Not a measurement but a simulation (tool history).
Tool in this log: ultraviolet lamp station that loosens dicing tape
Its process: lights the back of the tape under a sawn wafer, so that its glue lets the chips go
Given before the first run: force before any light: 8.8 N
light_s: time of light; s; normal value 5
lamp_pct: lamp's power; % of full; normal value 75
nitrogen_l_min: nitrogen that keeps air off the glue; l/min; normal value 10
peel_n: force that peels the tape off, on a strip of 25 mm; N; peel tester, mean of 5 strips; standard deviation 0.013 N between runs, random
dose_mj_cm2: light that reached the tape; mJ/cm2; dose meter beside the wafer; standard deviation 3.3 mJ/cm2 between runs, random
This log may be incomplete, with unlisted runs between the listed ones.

| run | hour | light_s | lamp_pct | nitrogen_l_min | peel_n | dose_mj_cm2 |
|---|---|---|---|---|---|---|
| 1 | 0 | 5 | 75 | 10 | 0.762 | 470 |
| 2 | 9.1 | 5 | 75 | 10 | 0.782 | 474 |
| 3 | 15 | 5 | 75 | 10 | 0.779 | 470 |
| 4 | 25.8 | 5 | 75 | 10 | 0.788 | 470 |
| 5 | 32.7 | 5 | 75 | 10 | 0.78 | 467 |
| 6 | 38.4 | 5 | 75 | 10 | 0.785 | 466 |
| 7 | 45.1 | 5 | 75 | 10 | 0.792 | 465 |
| 8 | 52.5 | 5 | 75 | 10 | 0.788 | 472 |
| 9 | 57.6 | 5 | 75 | 10 | 0.763 | 460 |
| 10 | 65.4 | 5 | 75 | 10 | 0.782 | 463 |
| 11 | 76 | 5 | 79 | 10 | 0.731 | 489 |
| 12 | 84.7 | 5 | 79 | 10 | 0.73 | 492 |
| 13 | 93.5 | 5 | 79 | 10 | 0.711 | 491 |
| 14 | 102.1 | 5 | 75 | 10 | 0.803 | 459 |
| 15 | 108.7 | 5 | 84 | 5 | 1.196 | 522 |
| 16 | 119.6 | 5 | 78 | 3 | 1.942 | 477 |
| 17 | 129.3 | 5 | 98 | 5 | 0.933 | 598 |
| 18 | 133.9 | 5 | 73 | 9 | 0.943 | 443 |
| 19 | 141.9 | 7 | 66 | 9 | 0.581 | 556 |
| 20 | 147.1 | 9 | 66 | 13 | 0.22 | 725 |
| 21 | 153.8 | 5 | 66 | 14 | 0.827 | 397 |
| 22 | 160.7 | 3 | 92 | 10 | 1.497 | 335 |
| 23 | 168.6 | 3 | 92 | 10 | 1.532 | 328 |
| 24 | 175 | 3 | 69 | 10 | 2.225 | 251 |
| 25 | 180.8 | 3 | 75 | 18 | 1.471 | 271 |
| 26 | 190.6 | 2 | 63 | 5 | 4.828 | 148 |

Below are 4 alternative next runs, each starting from the tool's condition after run 26. Predict each:
| A | 195.1 | 4 | 75 | 9 | ? | ? |
| B | 195.1 | 3 | 83 | 10 | ? | ? |
| C | 195.1 | 10 | 75 | 10 | ? | ? |
| D | 195.1 | 4 | 75 | 10 | ? | ? |

| run | peel_n | dose_mj_cm2 |
|---|---|---|
| A | 1.403 | 358 |
| B | 1.814 | 302 |
| C | 0.192 | 897 |
| D | 1.29 | 362 |
The same runs, with their run-to-run variation unchanged, on a tool lacking any hidden condition would have given:
| run | peel_n | dose_mj_cm2 |
|---|---|---|
| A | 1.013 | 426 |
| B | 1.36 | 359 |
| C | 0.154 | 1069 |
| D | 0.921 | 431 |
